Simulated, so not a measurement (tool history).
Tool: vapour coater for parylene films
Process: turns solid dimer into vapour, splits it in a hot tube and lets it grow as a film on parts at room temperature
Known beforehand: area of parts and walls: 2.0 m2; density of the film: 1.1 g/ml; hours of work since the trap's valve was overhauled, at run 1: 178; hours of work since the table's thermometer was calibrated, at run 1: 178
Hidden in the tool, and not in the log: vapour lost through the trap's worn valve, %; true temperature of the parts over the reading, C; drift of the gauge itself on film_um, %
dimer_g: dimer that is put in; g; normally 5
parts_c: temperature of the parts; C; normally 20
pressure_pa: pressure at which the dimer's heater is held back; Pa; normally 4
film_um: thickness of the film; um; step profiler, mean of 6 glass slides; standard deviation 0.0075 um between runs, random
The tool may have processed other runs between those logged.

run	day	dimer_g	parts_c	pressure_pa	hours of work since the trap's valve was overhauled	hours of work since the table's thermometer was calibrated	film_um
1	0	5	20	4	178	178	1.318
2	1.117	5	20	4	196	196	1.314
3	2.383	5	20	4	216	216	1.323
4	3.546	5	20	4	235	235	1.305
5	4.488	5	20	4	251	251	1.324
6	5.262	5	20	4	263	263	1.319
7	6.196	5	20	4	278	278	1.314
8	7.1	5	20	4	293	293	1.303
9	8.05	5	20	4	308	308	1.304
10	9	5	20	4	323	323	1.316
11	9.6	5	13	4	333	333	1.744
12	10.442	5	13	4	347	347	1.742
# day 10.792: trap's valve overhauled
13	11.517	5	25	4	12	361	1.063
14	12.717	5	20	4	31	381	1.313
15	13.529	6	20	4	44	394	1.563
16	14.683	5	31	4	63	412	0.847
17	15.529	5	19	4	76	426	1.357
18	16.258	7	20	8.93	88	438	1.676
19	17.104	7	29	8.28	102	452	1.181
20	17.942	5	25	4	115	465	1.052

Estimate the outcome of run 21 from the log above:
21	19.221	3	20	5.82	136	486	?

Run 21 produced film_um 0.738 um.
Take away the tool's hidden state, keep the run-to-run variation as it was, and the same run would have given film_um 0.748 um.
